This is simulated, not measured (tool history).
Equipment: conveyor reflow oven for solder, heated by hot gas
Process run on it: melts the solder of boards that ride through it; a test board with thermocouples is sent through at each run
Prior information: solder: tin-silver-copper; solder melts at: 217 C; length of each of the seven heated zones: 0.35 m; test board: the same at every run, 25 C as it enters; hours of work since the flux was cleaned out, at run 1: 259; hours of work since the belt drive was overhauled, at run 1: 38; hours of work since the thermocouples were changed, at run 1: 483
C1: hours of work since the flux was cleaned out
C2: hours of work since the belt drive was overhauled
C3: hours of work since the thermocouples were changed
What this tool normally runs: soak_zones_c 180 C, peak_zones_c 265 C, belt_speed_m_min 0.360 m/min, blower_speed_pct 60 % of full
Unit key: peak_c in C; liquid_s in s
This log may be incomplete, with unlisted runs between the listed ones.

run 1 hour=0.0 | soak_zones_c=180 peak_zones_c=265 belt_speed_m_min=0.360 blower_speed_pct=60 | C1=259 C2=38 C3=483 | peak_c=251.4 liquid_s=91.3
run 2 hour=7.7 | soak_zones_c=180 peak_zones_c=265 belt_speed_m_min=0.360 blower_speed_pct=60 | C1=263 C2=42 C3=488 | peak_c=251.4 liquid_s=91.6
run 3 hour=13.1 | soak_zones_c=180 peak_zones_c=265 belt_speed_m_min=0.360 blower_speed_pct=60 | C1=267 C2=45 C3=491 | peak_c=251.2 liquid_s=91.6
run 4 hour=21.7 | soak_zones_c=180 peak_zones_c=265 belt_speed_m_min=0.360 blower_speed_pct=60 | C1=272 C2=51 C3=496 | peak_c=251.5 liquid_s=91.6
run 5 hour=30.3 | soak_zones_c=180 peak_zones_c=265 belt_speed_m_min=0.360 blower_speed_pct=60 | C1=277 C2=56 C3=501 | peak_c=251.3 liquid_s=91.3
run 6 hour=35.4 | soak_zones_c=180 peak_zones_c=265 belt_speed_m_min=0.360 blower_speed_pct=60 | C1=280 C2=59 C3=504 | peak_c=251.3 liquid_s=91.4
run 7 hour=42.1 | soak_zones_c=180 peak_zones_c=265 belt_speed_m_min=0.360 blower_speed_pct=60 | C1=284 C2=63 C3=508 | peak_c=251.6 liquid_s=91.4
run 8 hour=48.8 | soak_zones_c=180 peak_zones_c=265 belt_speed_m_min=0.360 blower_speed_pct=60 | C1=288 C2=67 C3=512 | peak_c=251.1 liquid_s=91.5
run 9 hour=55.0 | soak_zones_c=180 peak_zones_c=262 belt_speed_m_min=0.360 blower_speed_pct=60 | C1=292 C2=70 C3=516 | peak_c=248.1 liquid_s=88.5
run 10 hour=62.8 | soak_zones_c=180 peak_zones_c=265 belt_speed_m_min=0.360 blower_speed_pct=60 | C1=296 C2=75 C3=520 | peak_c=251.3 liquid_s=91.3
-- hour=71.9 flux residue cleaned out of gas plates and filters
run 11 hour=75.2 | soak_zones_c=180 peak_zones_c=265 belt_speed_m_min=0.360 blower_speed_pct=60 | C1=2 C2=79 C3=525 | peak_c=252.2 liquid_s=92.9
run 12 hour=84.7 | soak_zones_c=180 peak_zones_c=265 belt_speed_m_min=0.360 blower_speed_pct=60 | C1=8 C2=85 C3=531 | peak_c=252.1 liquid_s=92.8
run 13 hour=94.2 | soak_zones_c=180 peak_zones_c=265 belt_speed_m_min=0.360 blower_speed_pct=60 | C1=13 C2=91 C3=536 | peak_c=252.0 liquid_s=92.9
run 14 hour=99.1 | soak_zones_c=180 peak_zones_c=265 belt_speed_m_min=0.360 blower_speed_pct=60 | C1=16 C2=94 C3=539 | peak_c=251.8 liquid_s=92.8
run 15 hour=107.8 | soak_zones_c=180 peak_zones_c=265 belt_speed_m_min=0.360 blower_speed_pct=60 | C1=21 C2=99 C3=544 | peak_c=252.0 liquid_s=92.8
run 16 hour=113.3 | soak_zones_c=180 peak_zones_c=265 belt_speed_m_min=0.360 blower_speed_pct=60 | C1=25 C2=102 C3=548 | peak_c=252.0 liquid_s=92.6
run 17 hour=119.2 | soak_zones_c=195 peak_zones_c=260 belt_speed_m_min=0.360 blower_speed_pct=60 | C1=28 C2=106 C3=551 | peak_c=249.5 liquid_s=101.2
run 18 hour=124.8 | soak_zones_c=175 peak_zones_c=260 belt_speed_m_min=0.300 blower_speed_pct=60 | C1=31 C2=109 C3=554 | peak_c=250.4 liquid_s=109.3
run 19 hour=133.7 | soak_zones_c=180 peak_zones_c=278 belt_speed_m_min=0.416 blower_speed_pct=60 | C1=37 C2=114 C3=560 | peak_c=259.5 liquid_s=84.7
run 20 hour=138.4 | soak_zones_c=180 peak_zones_c=278 belt_speed_m_min=0.416 blower_speed_pct=60 | C1=40 C2=117 C3=562 | peak_c=259.6 liquid_s=84.8
run 21 hour=142.6 | soak_zones_c=180 peak_zones_c=271 belt_speed_m_min=0.416 blower_speed_pct=57 | C1=42 C2=120 C3=565 | peak_c=253.0 liquid_s=79.2
run 22 hour=148.1 | soak_zones_c=180 peak_zones_c=271 belt_speed_m_min=0.416 blower_speed_pct=57 | C1=45 C2=123 C3=568 | peak_c=253.1 liquid_s=79.0
run 23 hour=154.4 | soak_zones_c=180 peak_zones_c=271 belt_speed_m_min=0.416 blower_speed_pct=72 | C1=49 C2=127 C3=572 | peak_c=255.1 liquid_s=81.7
run 24 hour=159.1 | soak_zones_c=187 peak_zones_c=269 belt_speed_m_min=0.336 blower_speed_pct=56 | C1=52 C2=129 C3=575 | peak_c=257.5 liquid_s=109.9
run 25 hour=163.5 | soak_zones_c=165 peak_zones_c=255 belt_speed_m_min=0.312 blower_speed_pct=62 | C1=55 C2=132 C3=577 | peak_c=244.2 liquid_s=90.8
run 26 hour=167.5 | soak_zones_c=175 peak_zones_c=263 belt_speed_m_min=0.309 blower_speed_pct=64 | C1=57 C2=134 C3=580 | peak_c=253.2 liquid_s=108.8
run 27 hour=171.9 | soak_zones_c=173 peak_zones_c=276 belt_speed_m_min=0.385 blower_speed_pct=79 | C1=60 C2=137 C3=582 | peak_c=261.6 liquid_s=90.9
run 28 hour=176.1 | soak_zones_c=173 peak_zones_c=276 belt_speed_m_min=0.385 blower_speed_pct=79 | C1=62 C2=140 C3=585 | peak_c=261.6 liquid_s=91.0
run 29 hour=185.7 | soak_zones_c=183 peak_zones_c=272 belt_speed_m_min=0.360 blower_speed_pct=71 | C1=68 C2=145 C3=591 | peak_c=260.0 liquid_s=101.7

For each entry between runs, how does the tool's hidden state at the last listed run before it compare with that at the first listed run after it?
Runs 10 to 11: flux residue cleaned out of gas plates and filters (hour 71.9)
  heat that the gas passes to the board, % of a clean oven's: 93.3 -> 99.5; true gas temperature in zones 6 and 7 over the reading, C: -2.41 -> -2.42
  measured less the result without the state, peak_c: -3.2 -> -2.2 C; liquid_s: -3.4 -> -1.9 s
